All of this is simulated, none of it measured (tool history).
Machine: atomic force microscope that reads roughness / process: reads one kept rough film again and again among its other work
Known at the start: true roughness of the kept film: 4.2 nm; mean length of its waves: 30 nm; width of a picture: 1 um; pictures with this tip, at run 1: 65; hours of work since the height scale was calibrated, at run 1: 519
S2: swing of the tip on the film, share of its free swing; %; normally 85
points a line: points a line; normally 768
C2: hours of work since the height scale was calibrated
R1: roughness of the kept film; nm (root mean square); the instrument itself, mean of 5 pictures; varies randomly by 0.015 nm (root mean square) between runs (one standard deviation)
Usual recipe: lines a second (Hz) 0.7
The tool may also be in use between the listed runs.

{"run": 1, "day": 0.0, "lines a second (Hz)": 0.7, "S2": 85, "points a line": 768, "pictures with this tip": 65, "C2": 519, "R1": 3.402}
{"run": 2, "day": 0.767, "lines a second (Hz)": 0.7, "S2": 85, "points a line": 768, "pictures with this tip": 87, "C2": 529, "R1": 3.351}
{"run": 3, "day": 1.583, "lines a second (Hz)": 0.7, "S2": 85, "points a line": 768, "pictures with this tip": 110, "C2": 541, "R1": 3.298}
{"run": 4, "day": 2.021, "lines a second (Hz)": 0.7, "S2": 85, "points a line": 768, "pictures with this tip": 123, "C2": 547, "R1": 3.252}
{"run": 5, "day": 2.892, "lines a second (Hz)": 0.7, "S2": 85, "points a line": 768, "pictures with this tip": 148, "C2": 559, "R1": 3.212}
{"run": 6, "day": 3.558, "lines a second (Hz)": 3.891, "S2": 85, "points a line": 768, "pictures with this tip": 167, "C2": 568, "R1": 2.574}
{"run": 7, "day": 4.058, "lines a second (Hz)": 3.891, "S2": 85, "points a line": 768, "pictures with this tip": 182, "C2": 575, "R1": 2.538}
{"run": 8, "day": 5.067, "lines a second (Hz)": 3.891, "S2": 85, "points a line": 768, "pictures with this tip": 211, "C2": 589, "R1": 2.495}
{"run": 9, "day": 5.65, "lines a second (Hz)": 3.082, "S2": 85, "points a line": 768, "pictures with this tip": 228, "C2": 597, "R1": 2.571}
{"day": 5.888, "done": "new tip fitted"}
{"run": 10, "day": 6.442, "lines a second (Hz)": 3.082, "S2": 85, "points a line": 768, "pictures with this tip": 16, "C2": 608, "R1": 3.08}
{"run": 11, "day": 7.275, "lines a second (Hz)": 3.082, "S2": 85, "points a line": 768, "pictures with this tip": 40, "C2": 619, "R1": 3.014}
{"run": 12, "day": 8.008, "lines a second (Hz)": 3.082, "S2": 85, "points a line": 768, "pictures with this tip": 61, "C2": 629, "R1": 2.955}
{"run": 13, "day": 8.512, "lines a second (Hz)": 3.082, "S2": 85, "points a line": 768, "pictures with this tip": 76, "C2": 636, "R1": 2.892}
{"run": 14, "day": 9.35, "lines a second (Hz)": 1.757, "S2": 85, "points a line": 768, "pictures with this tip": 100, "C2": 648, "R1": 3.104}
{"run": 15, "day": 10.312, "lines a second (Hz)": 1.757, "S2": 85, "points a line": 768, "pictures with this tip": 127, "C2": 661, "R1": 3.011}
{"run": 16, "day": 10.892, "lines a second (Hz)": 1.757, "S2": 85, "points a line": 768, "pictures with this tip": 144, "C2": 669, "R1": 2.963}
{"run": 17, "day": 11.625, "lines a second (Hz)": 0.7, "S2": 85, "points a line": 768, "pictures with this tip": 165, "C2": 679, "R1": 3.14}
{"run": 18, "day": 12.404, "lines a second (Hz)": 0.7, "S2": 75, "points a line": 768, "pictures with this tip": 188, "C2": 690, "R1": 3.119}
{"run": 19, "day": 13.229, "lines a second (Hz)": 0.7, "S2": 75, "points a line": 768, "pictures with this tip": 212, "C2": 702, "R1": 3.091}
{"day": 14.046, "done": "new tip fitted"}
{"run": 20, "day": 14.046, "lines a second (Hz)": 0.7, "S2": 85, "points a line": 768, "pictures with this tip": 0, "C2": 713, "R1": 3.62}
{"run": 21, "day": 14.992, "lines a second (Hz)": 0.7, "S2": 85, "points a line": 768, "pictures with this tip": 28, "C2": 726, "R1": 3.532}
{"run": 22, "day": 15.521, "lines a second (Hz)": 0.7, "S2": 85, "points a line": 768, "pictures with this tip": 43, "C2": 733, "R1": 3.505}
{"run": 23, "day": 16.192, "lines a second (Hz)": 0.7, "S2": 85, "points a line": 855, "pictures with this tip": 62, "C2": 742, "R1": 3.416}
{"run": 24, "day": 16.933, "lines a second (Hz)": 0.7, "S2": 85, "points a line": 855, "pictures with this tip": 84, "C2": 753, "R1": 3.318}
{"run": 25, "day": 17.612, "lines a second (Hz)": 1.496, "S2": 85, "points a line": 294, "pictures with this tip": 103, "C2": 762, "R1": 3.113}
{"run": 26, "day": 18.4, "lines a second (Hz)": 1.076, "S2": 76, "points a line": 831, "pictures with this tip": 126, "C2": 773, "R1": 3.237}
{"run": 27, "day": 19.329, "lines a second (Hz)": 0.575, "S2": 85, "points a line": 829, "pictures with this tip": 153, "C2": 786, "R1": 3.194}
{"run": 28, "day": 20.317, "lines a second (Hz)": 2.022, "S2": 57, "points a line": 923, "pictures with this tip": 181, "C2": 799, "R1": 3.187}
{"run": 29, "day": 21.129, "lines a second (Hz)": 2.022, "S2": 57, "points a line": 614, "pictures with this tip": 205, "C2": 811, "R1": 3.06}
{"run": 30, "day": 21.938, "lines a second (Hz)": 1.025, "S2": 57, "points a line": 997, "pictures with this tip": 228, "C2": 822, "R1": 3.093}
{"day": 22.146, "done": "new tip fitted"}
{"run": 31, "day": 22.683, "lines a second (Hz)": 1.025, "S2": 57, "points a line": 997, "pictures with this tip": 16, "C2": 832, "R1": 3.654}
{"run": 32, "day": 23.708, "lines a second (Hz)": 1.025, "S2": 79, "points a line": 403, "pictures with this tip": 45, "C2": 846, "R1": 3.428}
{"run": 33, "day": 24.421, "lines a second (Hz)": 1.025, "S2": 90, "points a line": 403, "pictures with this tip": 66, "C2": 856, "R1": 3.236}
{"run": 34, "day": 25.338, "lines a second (Hz)": 0.597, "S2": 63, "points a line": 986, "pictures with this tip": 92, "C2": 869, "R1": 3.47}
{"run": 35, "day": 25.917, "lines a second (Hz)": 1.34, "S2": 85, "points a line": 768, "pictures with this tip": 109, "C2": 877, "R1": 3.14}
{"run": 36, "day": 26.846, "lines a second (Hz)": 1.307, "S2": 64, "points a line": 907, "pictures with this tip": 136, "C2": 890, "R1": 3.258}
{"run": 37, "day": 27.796, "lines a second (Hz)": 0.545, "S2": 59, "points a line": 399, "pictures with this tip": 163, "C2": 903, "R1": 3.232}
{"run": 38, "day": 28.25, "lines a second (Hz)": 0.7, "S2": 85, "points a line": 926, "pictures with this tip": 176, "C2": 909, "R1": 3.083}
{"run": 39, "day": 29.112, "lines a second (Hz)": 1.49, "S2": 73, "points a line": 836, "pictures with this tip": 201, "C2": 921, "R1": 3.008}
{"run": 40, "day": 29.967, "lines a second (Hz)": 1.49, "S2": 73, "points a line": 836, "pictures with this tip": 226, "C2": 933, "R1": 2.947}
{"day": 30.246, "done": "new tip fitted"}
{"run": 41, "day": 30.554, "lines a second (Hz)": 0.756, "S2": 80, "points a line": 768, "pictures with this tip": 9, "C2": 941, "R1": 3.593}
{"run": 42, "day": 31.517, "lines a second (Hz)": 1.269, "S2": 76, "points a line": 768, "pictures with this tip": 37, "C2": 954, "R1": 3.468}
{"run": 43, "day": 32.029, "lines a second (Hz)": 0.713, "S2": 55, "points a line": 766, "pictures with this tip": 52, "C2": 961, "R1": 3.554}
{"run": 44, "day": 32.808, "lines a second (Hz)": 0.7, "S2": 71, "points a line": 517, "pictures with this tip": 74, "C2": 972, "R1": 3.445}
{"run": 45, "day": 33.883, "lines a second (Hz)": 0.7, "S2": 85, "points a line": 657, "pictures with this tip": 105, "C2": 987, "R1": 3.276}
{"run": 46, "day": 34.771, "lines a second (Hz)": 2.705, "S2": 85, "points a line": 657, "pictures with this tip": 131, "C2": 999, "R1": 2.835}
{"run": 47, "day": 35.35, "lines a second (Hz)": 2.705, "S2": 85, "points a line": 657, "pictures with this tip": 147, "C2": 1007, "R1": 2.792}
{"run": 48, "day": 35.896, "lines a second (Hz)": 0.7, "S2": 85, "points a line": 487, "pictures with this tip": 163, "C2": 1015, "R1": 3.134}

Hidden state at the last listed run before each entry between runs and at the first one after, where it differs:
Between runs 9 and 10: new tip fitted (day 5.888)
  radius of the tip, nm: 17.4 -> 6.2; height scale over the true one, %: -0.66 -> -0.68
  measured less the result without the state, R1: -0.557 -> -0.084 nm (root mean square)
Between runs 19 and 20: new tip fitted (day 14.046)
  radius of the tip, nm: 16.9 -> 5; height scale over the true one, %: -0.81 -> -0.83
  measured less the result without the state, R1: -0.649 -> -0.033 nm (root mean square)
Between runs 30 and 31: new tip fitted (day 22.146)
  radius of the tip, nm: 17.5 -> 6.2; height scale over the true one, %: -0.98 -> -0.99
  measured less the result without the state, R1: -0.688 -> -0.113 nm (root mean square)
Between runs 40 and 41: new tip fitted (day 30.246)
  radius of the tip, nm: 17.3 -> 5.9; height scale over the true one, %: -1.13 -> -1.15
  measured less the result without the state, R1: -0.652 -> -0.096 nm (root mean square)
